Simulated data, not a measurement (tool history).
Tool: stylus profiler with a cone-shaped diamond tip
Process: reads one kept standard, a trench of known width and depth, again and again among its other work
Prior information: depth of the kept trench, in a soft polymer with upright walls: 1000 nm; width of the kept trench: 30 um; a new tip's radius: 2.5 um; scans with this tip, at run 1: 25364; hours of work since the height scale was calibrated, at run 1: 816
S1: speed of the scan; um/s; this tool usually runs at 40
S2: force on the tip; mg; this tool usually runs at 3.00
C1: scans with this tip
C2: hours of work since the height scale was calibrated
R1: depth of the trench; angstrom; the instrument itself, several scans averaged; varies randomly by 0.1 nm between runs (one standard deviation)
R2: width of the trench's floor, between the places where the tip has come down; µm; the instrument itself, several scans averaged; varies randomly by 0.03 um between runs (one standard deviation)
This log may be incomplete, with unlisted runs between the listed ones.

run,hour,S1,S2,C1,C2,R1,R2
1,0.0,40,3.00,25364,816,10103.4,23.29
2,107.5,40,3.00,26100,895,10100.1,23.32
# hour 169.9: height scale calibrated on a step standard
3,177.6,40,3.00,26577,6,10103.8,23.22
4,235.9,40,6.99,26976,48,10187.3,23.30
5,305.1,136,3.00,27450,99,10101.8,22.79
6,417.2,136,3.00,28218,181,10101.3,22.69
7,508.5,16,3.00,28843,248,10100.1,23.15
8,580.2,40,3.00,29335,301,10098.9,23.05
9,659.4,40,3.00,29877,359,10098.6,22.99
10,714.9,40,7.53,30257,400,10189.9,22.98
11,821.4,40,7.53,30987,478,10190.3,22.98
# hour 903.5: new tip fitted, height scale calibrated
12,930.3,27,7.79,183,20,10203.8,25.95
13,1054.1,27,7.79,1031,110,10199.2,25.84
14,1172.0,116,4.54,1839,197,10135.0,25.48
15,1262.0,105,2.56,2456,263,10090.8,25.24
16,1353.5,37,7.66,3082,330,10192.2,25.67
17,1421.5,40,5.84,3548,380,10159.1,25.46
18,1517.5,12,3.49,4205,450,10109.1,25.50
19,1636.6,105,1.49,5022,538,10054.7,24.84

Branching from run 19: 3 alternative next runs. What would each branch give?
A,1703.7,40,7.24,5481,587,?,?
B,1703.7,31,4.83,5481,587,?,?
C,1703.7,21,1.40,5481,587,?,?

run,R1,R2
A,10181.5,25.34
B,10136.7,25.34
C,10051.9,25.23
With no hidden state in the tool, these same runs would have given:
run,R1,R2
A,10196.9,25.93
B,10152.1,25.93
C,10067.2,25.81
